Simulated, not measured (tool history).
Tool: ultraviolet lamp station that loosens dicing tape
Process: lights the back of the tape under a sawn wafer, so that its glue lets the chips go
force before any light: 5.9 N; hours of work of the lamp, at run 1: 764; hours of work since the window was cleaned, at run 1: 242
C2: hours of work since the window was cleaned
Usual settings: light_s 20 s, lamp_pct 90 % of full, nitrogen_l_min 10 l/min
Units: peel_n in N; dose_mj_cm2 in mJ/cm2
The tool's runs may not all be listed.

{"run": 1, "hour": 0.0, "light_s": 20, "lamp_pct": 90, "nitrogen_l_min": 10, "hours of work of the lamp": 764, "C2": 242, "peel_n": 0.764, "dose_mj_cm2": 516}
{"run": 2, "hour": 24.6, "light_s": 32, "lamp_pct": 90, "nitrogen_l_min": 10, "hours of work of the lamp": 782, "C2": 261, "peel_n": 0.363, "dose_mj_cm2": 826}
{"run": 3, "hour": 52.3, "light_s": 20, "lamp_pct": 90, "nitrogen_l_min": 10, "hours of work of the lamp": 803, "C2": 282, "peel_n": 0.792, "dose_mj_cm2": 510}
{"run": 4, "hour": 66.3, "light_s": 16, "lamp_pct": 90, "nitrogen_l_min": 10, "hours of work of the lamp": 814, "C2": 292, "peel_n": 1.128, "dose_mj_cm2": 399}
{"run": 5, "hour": 86.3, "light_s": 20, "lamp_pct": 90, "nitrogen_l_min": 10, "hours of work of the lamp": 829, "C2": 307, "peel_n": 0.744, "dose_mj_cm2": 507}
{"run": 6, "hour": 110.2, "light_s": 20, "lamp_pct": 90, "nitrogen_l_min": 14, "hours of work of the lamp": 847, "C2": 325, "peel_n": 0.627, "dose_mj_cm2": 503}
{"run": 7, "hour": 138.6, "light_s": 20, "lamp_pct": 90, "nitrogen_l_min": 14, "hours of work of the lamp": 869, "C2": 347, "peel_n": 0.642, "dose_mj_cm2": 495}
{"run": 8, "hour": 154.6, "light_s": 20, "lamp_pct": 90, "nitrogen_l_min": 14, "hours of work of the lamp": 881, "C2": 359, "peel_n": 0.643, "dose_mj_cm2": 494}
{"run": 9, "hour": 183.2, "light_s": 14, "lamp_pct": 90, "nitrogen_l_min": 10, "hours of work of the lamp": 902, "C2": 381, "peel_n": 1.409, "dose_mj_cm2": 344}
{"run": 10, "hour": 204.2, "light_s": 14, "lamp_pct": 82, "nitrogen_l_min": 10, "hours of work of the lamp": 918, "C2": 397, "peel_n": 1.637, "dose_mj_cm2": 312}
{"run": 11, "hour": 230.1, "light_s": 20, "lamp_pct": 90, "nitrogen_l_min": 10, "hours of work of the lamp": 938, "C2": 416, "peel_n": 0.825, "dose_mj_cm2": 483}
{"run": 12, "hour": 246.0, "light_s": 20, "lamp_pct": 90, "nitrogen_l_min": 10, "hours of work of the lamp": 950, "C2": 428, "peel_n": 0.82, "dose_mj_cm2": 478}
{"run": 13, "hour": 269.7, "light_s": 20, "lamp_pct": 90, "nitrogen_l_min": 10, "hours of work of the lamp": 968, "C2": 446, "peel_n": 0.866, "dose_mj_cm2": 479}
{"run": 14, "hour": 283.4, "light_s": 26, "lamp_pct": 67, "nitrogen_l_min": 9, "hours of work of the lamp": 978, "C2": 456, "peel_n": 0.94, "dose_mj_cm2": 464}
{"run": 15, "hour": 311.7, "light_s": 26, "lamp_pct": 67, "nitrogen_l_min": 9, "hours of work of the lamp": 1000, "C2": 478, "peel_n": 0.988, "dose_mj_cm2": 459}

Run 16 comes next. What will it give?
{"run": 16, "hour": 332.9, "light_s": 14, "lamp_pct": 65, "nitrogen_l_min": 8, "hours of work of the lamp": 1016, "C2": 494, "peel_n": "?", "dose_mj_cm2": "?"}

{"run 16": {"peel_n": 2.288, "dose_mj_cm2": 239}}
Without the tool's hidden state the same run would have given peel_n 1.751 N, dose_mj_cm2 310 mJ/cm2.
